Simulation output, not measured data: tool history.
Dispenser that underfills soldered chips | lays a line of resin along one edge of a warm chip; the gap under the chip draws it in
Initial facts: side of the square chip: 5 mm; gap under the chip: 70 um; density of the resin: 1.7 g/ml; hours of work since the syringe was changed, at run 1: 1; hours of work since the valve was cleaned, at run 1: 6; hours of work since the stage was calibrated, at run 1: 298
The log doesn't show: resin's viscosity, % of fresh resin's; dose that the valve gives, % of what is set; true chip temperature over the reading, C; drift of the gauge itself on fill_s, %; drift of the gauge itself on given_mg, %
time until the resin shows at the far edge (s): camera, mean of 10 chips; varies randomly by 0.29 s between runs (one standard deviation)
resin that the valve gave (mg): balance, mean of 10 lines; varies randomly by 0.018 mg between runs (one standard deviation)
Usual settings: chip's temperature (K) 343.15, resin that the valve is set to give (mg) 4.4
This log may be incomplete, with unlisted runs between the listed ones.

| run | hour | chip's temperature (K) | resin that the valve is set to give (mg) | hours of work since the syringe was changed | hours of work since the valve was cleaned | hours of work since the stage was calibrated | time until the resin shows at the far edge (s) | resin that the valve gave (mg) |
|---|---|---|---|---|---|---|---|---|
| 1 | 0 | 343.15 | 4.4 | 1 | 6 | 298 | 6.1 | 4.42 |
|  | 8.2 | new syringe of resin |
| 2 | 14.2 | 343.15 | 4.4 | 4 | 16 | 308 | 6.6 | 4.37 |
|  | 18.3 | new syringe of resin |
| 3 | 25.5 | 343.15 | 4.4 | 5 | 24 | 316 | 6.9 | 4.32 |
|  | 28.4 | new syringe of resin |
|  | 38.6 | new syringe of resin |
| 4 | 38.6 | 343.15 | 4.4 | 0 | 34 | 326 | 5.4 | 4.31 |
|  | 48.3 | new syringe of resin |
| 5 | 51.9 | 343.15 | 5.12 | 3 | 43 | 335 | 6 | 4.92 |
|  | 58.4 | new syringe of resin |
| 6 | 58.5 | 343.15 | 5.12 | 0 | 48 | 340 | 4.9 | 4.94 |
| 7 | 64.3 | 343.15 | 5.12 | 4 | 52 | 344 | 6.7 | 4.9 |
|  | 68.4 | new syringe of resin |
| 8 | 71.1 | 343.15 | 5.12 | 2 | 57 | 349 | 6.1 | 4.85 |
|  | 78.2 | new syringe of resin |
| 9 | 85.3 | 343.15 | 5.12 | 5 | 67 | 359 | 6.7 | 4.85 |
|  | 88 | new syringe of resin |
| 10 | 94 | 343.15 | 5.12 | 4 | 73 | 365 | 6.8 | 4.8 |
|  | 97.9 | new syringe of resin |
| 11 | 100.8 | 343.15 | 5.12 | 2 | 78 | 370 | 5.4 | 4.77 |
|  | 108 | new syringe of resin |
| 12 | 111.7 | 343.15 | 4.56 | 3 | 85 | 377 | 5.8 | 4.22 |
|  | 118.3 | new syringe of resin |
| 13 | 119.2 | 343.15 | 4.56 | 1 | 91 | 383 | 5.5 | 4.2 |
|  | 121.5 | dispensing valve cleaned and set on the balance |
|  | 129.1 | new syringe of resin |
| 14 | 132.6 | 343.15 | 4.56 | 3 | 8 | 391 | 5.4 | 4.52 |
|  | 139 | new syringe of resin |
| 15 | 141.3 | 343.15 | 4.72 | 2 | 14 | 398 | 5.1 | 4.67 |
|  | 148.5 | new syringe of resin |
| 16 | 153.3 | 343.15 | 4.72 | 4 | 23 | 406 | 5.6 | 4.6 |
|  | 158.6 | new syringe of resin |
| 17 | 162.3 | 343.15 | 4.72 | 3 | 29 | 412 | 5.9 | 4.59 |
|  | 169.1 | new syringe of resin |
| 18 | 176.3 | 348.15 | 5.53 | 5 | 39 | 422 | 5.3 | 5.33 |
|  | 179 | new syringe of resin |
| 19 | 187.2 | 348.15 | 5.53 | 6 | 47 | 430 | 5.3 | 5.28 |
|  | 189.4 | new syringe of resin |
| 20 | 193.9 | 348.15 | 4.62 | 3 | 51 | 435 | 4.8 | 4.38 |
|  | 199.4 | new syringe of resin |
| 21 | 205.6 | 346.15 | 3.97 | 5 | 60 | 443 | 6 | 3.75 |
|  | 209.5 | new syringe of resin |
| 22 | 211.8 | 346.15 | 3.97 | 2 | 64 | 448 | 4.8 | 3.74 |
| 23 | 218.2 | 356.15 | 4.55 | 6 | 69 | 452 | 4 | 4.23 |
|  | 219.5 | new syringe of resin |
| 24 | 225.5 | 357.15 | 4.92 | 4 | 74 | 457 | 3.5 | 4.61 |
|  | 229.6 | new syringe of resin |
| 25 | 237 | 357.15 | 4.15 | 5 | 82 | 466 | 4 | 3.86 |
|  | 240 | new syringe of resin |
| 26 | 248 | 357.15 | 4.69 | 6 | 90 | 473 | 3.4 | 4.32 |
|  | 250.6 | new syringe of resin |
|  | 251.6 | dispensing valve cleaned and set on the balance |
| 27 | 257.2 | 341.15 | 3.79 | 4 | 4 | 479 | 7.1 | 3.76 |
|  | 261.2 | new syringe of resin |
| 28 | 265.5 | 341.15 | 3.79 | 3 | 10 | 485 | 7 | 3.77 |
|  | 271.4 | new syringe of resin |
| 29 | 277.2 | 354.15 | 4.02 | 4 | 18 | 493 | 4.2 | 3.97 |
|  | 281.2 | new syringe of resin |
| 30 | 286.8 | 354.15 | 4.02 | 4 | 25 | 500 | 3.4 | 3.9 |
|  | 291 | new syringe of resin |
| 31 | 298.1 | 354.15 | 4.99 | 5 | 33 | 508 | 3.5 | 4.85 |
|  | 301.6 | new syringe of resin |
| 32 | 308.4 | 343.15 | 5.03 | 5 | 40 | 515 | 6.4 | 4.78 |
|  | 311.6 | new syringe of resin |
| 33 | 319.5 | 346.15 | 3.83 | 6 | 48 | 523 | 6.2 | 3.68 |
|  | 321.8 | new syringe of resin |
| 34 | 329 | 357.15 | 3.71 | 5 | 55 | 530 | 4.1 | 3.53 |

Hidden state at the last listed run before each entry between runs and at the first one after, where it differs:
Runs 1 to 2: new syringe of resin (hour 8.2)
  resin's viscosity, % of fresh resin's: 107.4 -> 128.9; dose that the valve gives, % of what is set: 99.69 -> 98.78; true chip temperature over the reading, C: 2.12 -> 2.2
  measured less the result without the state, time until the resin shows at the far edge (s): -0.1 -> +1; resin that the valve gave (mg): -0.02 -> -0.06
Runs 2 to 3: new syringe of resin (hour 18.3)
  resin's viscosity, % of fresh resin's: 128.9 -> 135.4; dose that the valve gives, % of what is set: 98.78 -> 98.07; true chip temperature over the reading, C: 2.2 -> 2.25
  measured less the result without the state, time until the resin shows at the far edge (s): +1 -> +1.3; resin that the valve gave (mg): -0.06 -> -0.08
Runs 3 to 4: new syringe of resin (hour 28.4); new syringe of resin (hour 38.6)
  resin's viscosity, % of fresh resin's: 135.4 -> 100.6; dose that the valve gives, % of what is set: 98.07 -> 97.21; true chip temperature over the reading, C: 2.25 -> 2.32
  measured less the result without the state, time until the resin shows at the far edge (s): +1.3 -> -0.5; resin that the valve gave (mg): -0.08 -> -0.12
Runs 4 to 5: new syringe of resin (hour 48.3)
  resin's viscosity, % of fresh resin's: 100.6 -> 117; dose that the valve gives, % of what is set: 97.21 -> 96.33; true chip temperature over the reading, C: 2.32 -> 2.39
  measured less the result without the state, time until the resin shows at the far edge (s): -0.5 -> +0.3; resin that the valve gave (mg): -0.12 -> -0.19
Runs 5 to 6: new syringe of resin (hour 58.4)
  resin's viscosity, % of fresh resin's: 117 -> 100; dose that the valve gives, % of what is set: 96.33 -> 95.92; true chip temperature over the reading, C: 2.39 -> 2.42
  measured less the result without the state, time until the resin shows at the far edge (s): +0.3 -> -0.6; resin that the valve gave (mg): -0.19 -> -0.21
Runs 7 to 8: new syringe of resin (hour 68.4)
  resin's viscosity, % of fresh resin's: 128.8 -> 113.1; dose that the valve gives, % of what is set: 95.53 -> 95.13; true chip temperature over the reading, C: 2.45 -> 2.49
  measured less the result without the state, time until the resin shows at the far edge (s): +0.9 -> +0.1; resin that the valve gave (mg): -0.23 -> -0.25
Runs 8 to 9: new syringe of resin (hour 78.2)
  resin's viscosity, % of fresh resin's: 113.1 -> 136.4; dose that the valve gives, % of what is set: 95.13 -> 94.21; true chip temperature over the reading, C: 2.49 -> 2.57
  measured less the result without the state, time until the resin shows at the far edge (s): +0.1 -> +1.2; resin that the valve gave (mg): -0.25 -> -0.3
Runs 9 to 10: new syringe of resin (hour 88)
  resin's viscosity, % of fresh resin's: 136.4 -> 131.6; dose that the valve gives, % of what is set: 94.21 -> 93.68; true chip temperature over the reading, C: 2.57 -> 2.62
  measured less the result without the state, time until the resin shows at the far edge (s): +1.2 -> +1; resin that the valve gave (mg): -0.3 -> -0.32
Runs 10 to 11: new syringe of resin (hour 97.9)
  resin's viscosity, % of fresh resin's: 131.6 -> 113; dose that the valve gives, % of what is set: 93.68 -> 93.26; true chip temperature over the reading, C: 2.62 -> 2.66
  measured less the result without the state, time until the resin shows at the far edge (s): +1 -> +0; resin that the valve gave (mg): -0.32 -> -0.34
Runs 11 to 12: new syringe of resin (hour 108)
  resin's viscosity, % of fresh resin's: 113 -> 116.9; dose that the valve gives, % of what is set: 93.26 -> 92.54; true chip temperature over the reading, C: 2.66 -> 2.72
  measured less the result without the state, time until the resin shows at the far edge (s): +0 -> +0.2; resin that the valve gave (mg): -0.34 -> -0.34
Runs 12 to 13: new syringe of resin (hour 118.3)
  resin's viscosity, % of fresh resin's: 116.9 -> 102.7; dose that the valve gives, % of what is set: 92.54 -> 92.11; true chip temperature over the reading, C: 2.72 -> 2.76
  measured less the result without the state, time until the resin shows at the far edge (s): +0.2 -> -0.5; resin that the valve gave (mg): -0.34 -> -0.36
Runs 13 to 14: dispensing valve cleaned and set on the balance (hour 121.5); new syringe of resin (hour 129.1)
  resin's viscosity, % of fresh resin's: 102.7 -> 117; dose that the valve gives, % of what is set: 92.11 -> 99.13; true chip temperature over the reading, C: 2.76 -> 2.83
  measured less the result without the state, time until the resin shows at the far edge (s): -0.5 -> +0.2; resin that the valve gave (mg): -0.36 -> -0.04
Runs 14 to 15: new syringe of resin (hour 139)
  resin's viscosity, % of fresh resin's: 117 -> 111.5; dose that the valve gives, % of what is set: 99.13 -> 98.6; true chip temperature over the reading, C: 2.83 -> 2.87
  measured less the result without the state, time until the resin shows at the far edge (s): +0.2 -> -0.2; resin that the valve gave (mg): -0.04 -> -0.07
Runs 15 to 16: new syringe of resin (hour 148.5)
  resin's viscosity, % of fresh resin's: 111.5 -> 124.1; dose that the valve gives, % of what is set: 98.6 -> 97.83; true chip temperature over the reading, C: 2.87 -> 2.94
  measured less the result without the state, time until the resin shows at the far edge (s): -0.2 -> +0.5; resin that the valve gave (mg): -0.07 -> -0.1
Runs 16 to 17: new syringe of resin (hour 158.6)
  resin's viscosity, % of fresh resin's: 124.1 -> 116.9; dose that the valve gives, % of what is set: 97.83 -> 97.28; true chip temperature over the reading, C: 2.94 -> 2.98
  measured less the result without the state, time until the resin shows at the far edge (s): +0.5 -> +0.1; resin that the valve gave (mg): -0.1 -> -0.13
Runs 17 to 18: new syringe of resin (hour 169.1)
  resin's viscosity, % of fresh resin's: 116.9 -> 136.9; dose that the valve gives, % of what is set: 97.28 -> 96.4; true chip temperature over the reading, C: 2.98 -> 3.06
  measured less the result without the state, time until the resin shows at the far edge (s): +0.1 -> +0.9; resin that the valve gave (mg): -0.13 -> -0.2
Runs 18 to 19: new syringe of resin (hour 179)
  resin's viscosity, % of fresh resin's: 136.9 -> 144.3; dose that the valve gives, % of what is set: 96.4 -> 95.71; true chip temperature over the reading, C: 3.06 -> 3.12
  measured less the result without the state, time until the resin shows at the far edge (s): +0.9 -> +1.1; resin that the valve gave (mg): -0.2 -> -0.23
Runs 19 to 20: new syringe of resin (hour 189.4)
  resin's viscosity, % of fresh resin's: 144.3 -> 122.5; dose that the valve gives, % of what is set: 95.71 -> 95.31; true chip temperature over the reading, C: 3.12 -> 3.15
  measured less the result without the state, time until the resin shows at the far edge (s): +1.1 -> +0.3; resin that the valve gave (mg): -0.23 -> -0.21
Runs 20 to 21: new syringe of resin (hour 199.4)
  resin's viscosity, % of fresh resin's: 122.5 -> 131.4; dose that the valve gives, % of what is set: 95.31 -> 94.54; true chip temperature over the reading, C: 3.15 -> 3.22
  measured less the result without the state, time until the resin shows at the far edge (s): +0.3 -> +0.7; resin that the valve gave (mg): -0.21 -> -0.22
Runs 21 to 22: new syringe of resin (hour 209.5)
  resin's viscosity, % of fresh resin's: 131.4 -> 108.5; dose that the valve gives, % of what is set: 94.54 -> 94.18; true chip temperature over the reading, C: 3.22 -> 3.25
  measured less the result without the state, time until the resin shows at the far edge (s): +0.7 -> -0.2; resin that the valve gave (mg): -0.22 -> -0.24
Runs 23 to 24: new syringe of resin (hour 219.5)
  resin's viscosity, % of fresh resin's: 143.1 -> 129.9; dose that the valve gives, % of what is set: 93.76 -> 93.37; true chip temperature over the reading, C: 3.29 -> 3.32
  measured less the result without the state, time until the resin shows at the far edge (s): +0.8 -> +0.4; resin that the valve gave (mg): -0.28 -> -0.33
Runs 24 to 25: new syringe of resin (hour 229.6)
  resin's viscosity, % of fresh resin's: 129.9 -> 140.1; dose that the valve gives, % of what is set: 93.37 -> 92.64; true chip temperature over the reading, C: 3.32 -> 3.38
  measured less the result without the state, time until the resin shows at the far edge (s): +0.4 -> +0.7; resin that the valve gave (mg): -0.33 -> -0.3
Runs 25 to 26: new syringe of resin (hour 240)
  resin's viscosity, % of fresh resin's: 140.1 -> 141.5; dose that the valve gives, % of what is set: 92.64 -> 91.97; true chip temperature over the reading, C: 3.38 -> 3.44
  measured less the result without the state, time until the resin shows at the far edge (s): +0.7 -> +0.7; resin that the valve gave (mg): -0.3 -> -0.38
Runs 26 to 27: new syringe of resin (hour 250.6); dispensing valve cleaned and set on the balance (hour 251.6)
  resin's viscosity, % of fresh resin's: 141.5 -> 126.7; dose that the valve gives, % of what is set: 91.97 -> 99.39; true chip temperature over the reading, C: 3.44 -> 3.48
  measured less the result without the state, time until the resin shows at the far edge (s): +0.7 -> +0.5; resin that the valve gave (mg): -0.38 -> -0.02
Runs 27 to 28: new syringe of resin (hour 261.2)
  resin's viscosity, % of fresh resin's: 126.7 -> 122; dose that the valve gives, % of what is set: 99.39 -> 98.87; true chip temperature over the reading, C: 3.48 -> 3.53
  measured less the result without the state, time until the resin shows at the far edge (s): +0.5 -> +0.2; resin that the valve gave (mg): -0.02 -> -0.04
Runs 28 to 29: new syringe of resin (hour 271.4)
  resin's viscosity, % of fresh resin's: 122 -> 128.6; dose that the valve gives, % of what is set: 98.87 -> 98.11; true chip temperature over the reading, C: 3.53 -> 3.6
  measured less the result without the state, time until the resin shows at the far edge (s): +0.2 -> +0.4; resin that the valve gave (mg): -0.04 -> -0.08
Runs 29 to 30: new syringe of resin (hour 281.2)
  resin's viscosity, % of fresh resin's: 128.6 -> 128.1; dose that the valve gives, % of what is set: 98.11 -> 97.44; true chip temperature over the reading, C: 3.6 -> 3.65
  measured less the result without the state, time until the resin shows at the far edge (s): +0.4 -> +0.4; resin that the valve gave (mg): -0.08 -> -0.1
Runs 30 to 31: new syringe of resin (hour 291)
  resin's viscosity, % of fresh resin's: 128.1 -> 134.7; dose that the valve gives, % of what is set: 97.44 -> 96.67; true chip temperature over the reading, C: 3.65 -> 3.71
  measured less the result without the state, time until the resin shows at the far edge (s): +0.4 -> +0.5; resin that the valve gave (mg): -0.1 -> -0.17
Runs 31 to 32: new syringe of resin (hour 301.6)
  resin's viscosity, % of fresh resin's: 134.7 -> 134.6; dose that the valve gives, % of what is set: 96.67 -> 96.06; true chip temperature over the reading, C: 3.71 -> 3.77
  measured less the result without the state, time until the resin shows at the far edge (s): +0.5 -> +0.8; resin that the valve gave (mg): -0.17 -> -0.2
Runs 32 to 33: new syringe of resin (hour 311.6)
  resin's viscosity, % of fresh resin's: 134.6 -> 137.7; dose that the valve gives, % of what is set: 96.06 -> 95.32; true chip temperature over the reading, C: 3.77 -> 3.82
  measured less the result without the state, time until the resin shows at the far edge (s): +0.8 -> +0.9; resin that the valve gave (mg): -0.2 -> -0.17
Runs 33 to 34: new syringe of resin (hour 321.8)
  resin's viscosity, % of fresh resin's: 137.7 -> 138.5; dose that the valve gives, % of what is set: 95.32 -> 94.73; true chip temperature over the reading, C: 3.82 -> 3.88
  measured less the result without the state, time until the resin shows at the far edge (s): +0.9 -> +0.7; resin that the valve gave (mg): -0.17 -> -0.19
